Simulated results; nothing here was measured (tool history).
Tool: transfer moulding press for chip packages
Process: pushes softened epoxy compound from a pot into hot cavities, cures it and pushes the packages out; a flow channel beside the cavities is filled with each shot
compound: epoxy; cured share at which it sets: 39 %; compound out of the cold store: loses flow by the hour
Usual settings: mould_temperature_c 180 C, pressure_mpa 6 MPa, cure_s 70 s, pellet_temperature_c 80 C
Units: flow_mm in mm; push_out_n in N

run     day  mould_temperature_c  pressure_mpa  cure_s  pellet_temperature_c  incoming compound's hours out of the cold store  flow_mm  push_out_n
  1       0                  180             6      70                    80                                               25      633         854
      0.517  -- cavities cleaned with cleaning compound and waxed
  2   1.388                  180             6      70                    80                                             29.8      623         683
  3   2.904                  180          6.34      70                    80                                             15.7      657         884
      3.058  -- cavities cleaned with cleaning compound and waxed
      4.008  -- mould's thermocouples calibrated
  4   4.492                  180          6.34      70                    80                                             18.8      639         734
      5.733  -- cavities cleaned with cleaning compound and waxed
  5   5.908                  180             6      70                    80                                               36      607         489
      6.538  -- plunger's sealing rings changed
  6   6.888                  180             6      70                    80                                             27.1      646         666
  7   7.683                  180             6      70                    80                                             18.2      656         754
      8.425  -- cavities cleaned with cleaning compound and waxed
  8   9.175                  181             6      59                    80                                             27.9      633         967
  9  10.071                  181             6     108                    80                                             39.4      617         497
     11.029  -- cavities cleaned with cleaning compound and waxed
 10  11.412                  180             6      70                    81                                               13      662         531
 11  12.788                  182             6      70                    86                                               47      607         675
     13.588  -- cavities cleaned with cleaning compound and waxed
 12  13.642                  182             6      70                    86                                             29.3      628         402
 13  14.925                  180             6      54                    85                                             43.3      615        1437
      16.15  -- cavities cleaned with cleaning compound and waxed
 14  16.196                  180             6      54                    85                                             24.2      636        1020

Measured less the same run without the tool's hidden state. The same run-to-run variation is in both; the gauge's scatter may not be:
The hidden state here: true mould temperature over the reading, C; pressure that reaches the compound, % of what is set; grip of the stained cavities, % over clean ones'; drift of the gauge itself on flow_mm, %; drift of the gauge itself on push_out_n, %.
run  flow_mm  push_out_n
  1      -17        +422
  2      -20        +239
  3      -23        +439
  4      -27        +281
  5      -28         +53
  6       -1        +238
  7       -2        +332
  8       -4        +298
  9       -6        +212
 10       -8        +103
 11      -10        +296
 12      -12         +29
 13      -14        +573
 14      -16         +94
